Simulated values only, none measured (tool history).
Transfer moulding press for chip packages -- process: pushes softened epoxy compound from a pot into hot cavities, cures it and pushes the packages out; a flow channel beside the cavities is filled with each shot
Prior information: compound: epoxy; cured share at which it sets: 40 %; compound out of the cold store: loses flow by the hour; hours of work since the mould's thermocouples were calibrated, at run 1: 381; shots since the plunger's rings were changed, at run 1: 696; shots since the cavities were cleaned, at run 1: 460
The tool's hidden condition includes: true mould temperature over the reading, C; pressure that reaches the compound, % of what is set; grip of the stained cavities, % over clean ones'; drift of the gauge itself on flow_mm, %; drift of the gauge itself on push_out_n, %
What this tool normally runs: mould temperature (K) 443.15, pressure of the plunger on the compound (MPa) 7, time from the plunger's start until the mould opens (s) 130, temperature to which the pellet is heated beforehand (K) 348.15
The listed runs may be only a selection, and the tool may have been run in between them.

run   hour  mould temperature (K)  pressure of the plunger on the compound (MPa)  time from the plunger's start until the mould opens (s)  temperature to which the pellet is heated beforehand (K)  hours of work since the mould's thermocouples were calibrated  shots since the plunger's rings were changed  shots since the cavities were cleaned  incoming compound's hours out of the cold store  length that the compound runs in the flow channel (mm)  greatest force on the pins that push the packages out (N)
  1      0                 443.15                                              7                                                      130                                                    348.15                                                            381                                           696                                    460                                             29.3                                                     564                                                        902
  2   34.9                 443.15                                              7                                                      130                                                    348.15                                                            403                                          1020                                    784                                             34.5                                                     547                                                        954
      55.2  -- cavities cleaned with cleaning compound and waxed
  3   75.9                 435.15                                              7                                                      130                                                    348.15                                                            427                                          1387                                    192                                             43.9                                                     560                                                       1309
  4  112.8                 435.15                                              7                                                      130                                                    348.15                                                            450                                          1730                                    535                                             33.6                                                     586                                                       1661
  5  153.6                 435.15                                              7                                                      132                                                    348.15                                                            476                                          2109                                    914                                             41.9                                                     556                                                       1648
     160.8  -- cavities cleaned with cleaning compound and waxed
  6  187.9                 435.15                                              7                                                      132                                                    348.15                                                            497                                          2414                                    252                                             26.3                                                     600                                                       1524
  7  227.1                 435.15                                              7                                                      132                                                    348.15                                                            521                                          2777                                    615                                             11.9                                                     629                                                       1870
       265  -- cavities cleaned with cleaning compound and waxed
  8  271.3                 443.15                                              7                                                      130                                                    348.15                                                            548                                          3174                                     58                                             15.6                                                     589                                                        690
  9  315.8                 443.15                                              7                                                      130                                                    348.15                                                            576                                          3588                                    472                                             42.2                                                     511                                                        870
 10  357.8                 443.15                                              7                                                      130                                                    343.15                                                            602                                          3978                                    862                                             42.7                                                     512                                                        980
     362.2  -- mould's thermocouples calibrated
       372  -- cavities cleaned with cleaning compound and waxed
 11  384.5                 443.15                                              7                                                      130                                                    343.15                                                             13                                          4194                                    117                                             24.7                                                     551                                                        738
 12  421.8                 443.15                                           5.74                                                      130                                                    343.15                                                             36                                          4541                                    464                                              9.3                                                     544                                                       1038
 13    458                 443.15                                           5.74                                                      130                                                    343.15                                                             59                                          4877                                    800                                             28.3                                                     495                                                       1033
     475.1  -- cavities cleaned with cleaning compound and waxed
 14  481.7                 443.15                                           5.81                                                      130                                                    348.15                                                             73                                          5083                                     61                                             44.2                                                     451                                                        674
       494  -- plunger's sealing rings changed
 15  527.1                 443.15                                           5.81                                                      130                                                    348.15                                                            100                                           308                                    460                                             11.2                                                     576                                                       1037
 16  549.7                 444.15                                              7                                                      144                                                    347.15                                                            114                                           517                                    669                                             12.3                                                     619                                                        849
     583.3  -- cavities cleaned with cleaning compound and waxed
 17  585.1                 449.15                                              7                                                      152                                                    342.15                                                            135                                           832                                     16                                             11.1                                                     606                                                        466
       605  -- mould's thermocouples calibrated, once more
 18  617.4                 438.15                                           5.85                                                      149                                                    339.15                                                              8                                          1114                                    298                                             34.3                                                     520                                                        897
 19  660.9                 444.15                                           5.88                                                      130                                                    344.15                                                             35                                          1518                                    702                                              8.5                                                     565                                                        948
     688.6  -- cavities cleaned with cleaning compound and waxed
 20    692                 444.15                                           5.88                                                      130                                                    344.15                                                             54                                          1794                                     33                                             38.8                                                     485                                                        560
 21  730.4                 444.15                                            5.2                                                      159                                                    343.15                                                             78                                          2150                                    389                                               45                                                     449                                                        674
 22    764                 441.15                                           6.81                                                      122                                                    357.15                                                             99                                          2463                                    702                                             17.6                                                     579                                                       1253
 23    786                 441.15                                           6.81                                                      122                                                    357.15                                                            113                                          2667                                    906                                               27                                                     547                                                       1252
       793  -- cavities cleaned with cleaning compound and waxed
 24  833.8                 435.15                                              7                                                      133                                                    348.15                                                            142                                          3096                                    378                                               46                                                     548                                                       1410
 25  878.9                 443.15                                              7                                                      130                                                    351.15                                                            170                                          3516                                    798                                             35.8                                                     534                                                        964
     898.4  -- cavities cleaned with cleaning compound and waxed
 26  908.4                 445.15                                              7                                                      139                                                    348.15                                                            187                                          3776                                     93                                             43.3                                                     503                                                        577
 27  936.9                 438.15                                              7                                                      130                                                    344.15                                                            205                                          4041                                    358                                             22.2                                                     583                                                       1237

Pick out some run-to-run changes in length that the compound runs in the flow channel (mm). Of each, how much would a tool without hidden state show as well, from the settings, what came in and chance, and how much is left for the hidden state and any gauge scatter not in both results compared?
Run 14 -> 15: plunger's sealing rings changed. length that the compound runs in the flow channel (mm) +125: hidden state +34, all else +91.
Run 21 -> 22: mould temperature (K) 444.15 -> 441.15, pressure of the plunger on the compound (MPa) 5.2 -> 6.81, time from the plunger's start until the mould opens (s) 159 -> 122, temperature to which the pellet is heated beforehand (K) 343.15 -> 357.15. length that the compound runs in the flow channel (mm) +130: hidden state -7, all else +137.
Run 26 -> 27: mould temperature (K) 445.15 -> 438.15, time from the plunger's start until the mould opens (s) 139 -> 130, temperature to which the pellet is heated beforehand (K) 348.15 -> 344.15. length that the compound runs in the flow channel (mm) +80: hidden state -8, all else +88.

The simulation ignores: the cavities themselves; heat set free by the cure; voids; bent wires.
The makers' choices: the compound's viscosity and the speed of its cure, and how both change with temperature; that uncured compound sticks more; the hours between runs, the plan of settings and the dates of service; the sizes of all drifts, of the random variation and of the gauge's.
